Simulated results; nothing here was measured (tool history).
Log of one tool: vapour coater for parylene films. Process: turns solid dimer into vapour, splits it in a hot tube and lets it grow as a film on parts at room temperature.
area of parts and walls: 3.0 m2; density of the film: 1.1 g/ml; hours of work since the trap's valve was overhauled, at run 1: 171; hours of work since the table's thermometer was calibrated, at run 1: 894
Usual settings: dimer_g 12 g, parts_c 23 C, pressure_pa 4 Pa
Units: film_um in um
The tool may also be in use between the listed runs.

run     day  dimer_g  parts_c  pressure_pa  hours of work since the trap's valve was overhauled  hours of work since the table's thermometer was calibrated  film_um
  1       0       12       23            4                                                  171                                                         894     1.57
  2   1.554       12       23            4                                                  194                                                         917     1.57
  3   2.754       12       23            4                                                  211                                                         934     1.53
      4.062  -- trap's valve overhauled
  4   4.404       12       23            4                                                    5                                                         955     1.47
  5   7.046       12       23            4                                                   43                                                         994     1.44
  6   8.567       12       23            4                                                   65                                                        1016     1.45
  7  10.188       12       23            4                                                   88                                                        1039     1.42
  8  12.917       12       23            4                                                  128                                                        1078     1.36
  9  14.229       12       23         6.66                                                  147                                                        1097     1.28
     15.967  -- trap's valve overhauled, once more
 10  15.967       12       23         6.66                                                    0                                                        1120     1.65
 11  18.658        5       31            4                                                   39                                                        1159     0.55
 12  21.075       11       23            4                                                   74                                                        1194     1.48
 13  22.233       13       23            4                                                   90                                                        1211     1.76
 14  23.892       12       19            4                                                  114                                                        1234     1.81
 15  25.612       12       28            4                                                  139                                                        1259     1.35
 16  27.162       10       23          4.8                                                  162                                                        1282     1.27
 17  29.854       12       23         5.41                                                  200                                                        1321     1.46
 18    31.1       12       33         2.13                                                  218                                                        1339     1.22
     31.821  -- trap's valve overhauled
 19  33.388       15       33            4                                                   23                                                        1369     1.54
 20  34.908       15       17         3.45                                                   45                                                        1391     2.47

5 ways to go on from here, each from the tool as it stands after run 20. What would each give?
  A  37.125        5       23         6.15                                                   77                                                        1423        ?
  B  37.125       12       18         3.47                                                   77                                                        1423        ?
  C  37.125        6       26          8.1                                                   77                                                        1423        ?
  D  37.125        5       17         9.37                                                   77                                                        1423        ?
  E  37.125       18       17         3.45                                                   77                                                        1423        ?

run  film_um
  A     0.64
  B     1.89
  C     0.71
  D     0.75
  E     2.94
Without the tool's hidden state the same runs would have given:
run  film_um
  A     0.68
  B     2.02
  C     0.76
  D     0.81
  E     3.16
